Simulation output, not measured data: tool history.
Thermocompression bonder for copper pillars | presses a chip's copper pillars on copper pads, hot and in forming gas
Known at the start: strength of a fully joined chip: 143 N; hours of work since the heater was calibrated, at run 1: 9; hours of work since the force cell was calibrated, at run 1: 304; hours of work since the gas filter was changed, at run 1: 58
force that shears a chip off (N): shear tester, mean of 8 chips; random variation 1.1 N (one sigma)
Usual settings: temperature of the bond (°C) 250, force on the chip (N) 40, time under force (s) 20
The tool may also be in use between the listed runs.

run,day,temperature of the bond (°C),force on the chip (N),time under force (s),hours of work since the heater was calibrated,hours of work since the force cell was calibrated,hours of work since the gas filter was changed,force that shears a chip off (N)
1,0,250,40,20,9,304,58,94.9
2,0.971,250,40,20,21,315,70,92.9
3,2.238,250,40,20,36,330,85,95
4,3.346,250,40,28,49,343,98,103.4
5,4.492,250,40,28,62,357,111,99.6
6,5.396,250,40,28,73,367,122,101
7,6.892,250,40,28,91,385,140,99.3
8,8.342,250,40,28,108,402,157,99.6
# day 8.525: heater calibrated with a thermocouple chip
9,9.329,250,24,20,10,413,168,69
10,10.742,250,24,20,26,430,185,69.6
11,12.046,250,40,20,42,445,200,89.8
12,12.671,250,40,20,49,453,207,91.3
13,13.562,272,28,18,60,463,218,95.1
14,14.875,253,47,17,75,479,234,94.6
15,16.254,253,28,17,92,495,250,72.3
16,17.067,253,28,17,101,505,260,74.3
# day 17.683: heater calibrated with a thermocouple chip, once more
17,17.908,253,28,17,3,514,269,75.4
18,18.942,253,28,17,15,526,281,72.5
19,20.071,259,40,13,28,540,294,88.1
20,21.5,235,40,13,45,557,311,62.3
21,22.412,235,40,13,56,567,322,61
22,23.546,232,40,23,70,581,335,70.3
23,24.175,229,40,36,77,588,343,79

5 ways to go on from here, each from the tool as it stands after run 23. What would each give?
A,25.017,226,40,20,87,598,353,?
B,25.017,250,28,20,87,598,353,?
C,25.017,229,40,45,87,598,353,?
D,25.017,229,40,12,87,598,353,?
E,25.017,273,53,28,87,598,353,?

run,force that shears a chip off (N)
A,60.1
B,73
C,82.4
D,52.2
E,124.6
Without the tool's hidden state the same runs would have given:
run,force that shears a chip off (N)
A,67
B,81
C,91.1
D,58.5
E,133.9
